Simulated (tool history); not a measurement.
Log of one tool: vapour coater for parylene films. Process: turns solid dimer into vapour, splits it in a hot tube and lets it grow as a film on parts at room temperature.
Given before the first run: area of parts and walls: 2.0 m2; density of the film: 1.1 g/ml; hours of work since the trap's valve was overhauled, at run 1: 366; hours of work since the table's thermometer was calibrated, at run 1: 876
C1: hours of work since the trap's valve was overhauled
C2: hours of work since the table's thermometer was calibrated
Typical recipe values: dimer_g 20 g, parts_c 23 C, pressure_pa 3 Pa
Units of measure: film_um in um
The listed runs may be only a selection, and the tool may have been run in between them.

{"run": 1, "hour": 0.0, "dimer_g": 20, "parts_c": 23, "pressure_pa": 3, "C1": 366, "C2": 876, "film_um": 6.3}
{"run": 2, "hour": 27.8, "dimer_g": 20, "parts_c": 23, "pressure_pa": 3, "C1": 382, "C2": 892, "film_um": 6.32}
{"run": 3, "hour": 65.5, "dimer_g": 20, "parts_c": 23, "pressure_pa": 3, "C1": 404, "C2": 913, "film_um": 6.26}
{"hour": 97.6, "done": "trap's valve overhauled"}
{"run": 4, "hour": 122.4, "dimer_g": 20, "parts_c": 19, "pressure_pa": 3, "C1": 14, "C2": 944, "film_um": 7.97}
{"run": 5, "hour": 167.9, "dimer_g": 20, "parts_c": 23, "pressure_pa": 3, "C1": 40, "C2": 970, "film_um": 7.14}
{"run": 6, "hour": 220.8, "dimer_g": 20, "parts_c": 23, "pressure_pa": 3, "C1": 71, "C2": 1000, "film_um": 7.11}
{"run": 7, "hour": 264.9, "dimer_g": 20, "parts_c": 23, "pressure_pa": 3, "C1": 96, "C2": 1025, "film_um": 7.15}
{"run": 8, "hour": 307.4, "dimer_g": 20, "parts_c": 23, "pressure_pa": 3, "C1": 120, "C2": 1050, "film_um": 6.85}
{"run": 9, "hour": 361.6, "dimer_g": 20, "parts_c": 17, "pressure_pa": 3, "C1": 151, "C2": 1081, "film_um": 8.09}
{"run": 10, "hour": 400.6, "dimer_g": 20, "parts_c": 17, "pressure_pa": 3, "C1": 174, "C2": 1103, "film_um": 7.98}
{"run": 11, "hour": 445.9, "dimer_g": 32, "parts_c": 17, "pressure_pa": 3, "C1": 199, "C2": 1129, "film_um": 12.57}
{"run": 12, "hour": 485.8, "dimer_g": 20, "parts_c": 23, "pressure_pa": 3, "C1": 222, "C2": 1152, "film_um": 6.69}
{"run": 13, "hour": 545.2, "dimer_g": 20, "parts_c": 23, "pressure_pa": 3, "C1": 256, "C2": 1186, "film_um": 6.75}

For run 14, what comes out?
{"run": 14, "hour": 578.9, "dimer_g": 20, "parts_c": 23, "pressure_pa": 3, "C1": 276, "C2": 1205, "film_um": "?"}

For run 14 the tool returned film_um 6.53 um.
Without the tool's hidden state the same run would have given film_um 7.22 um.
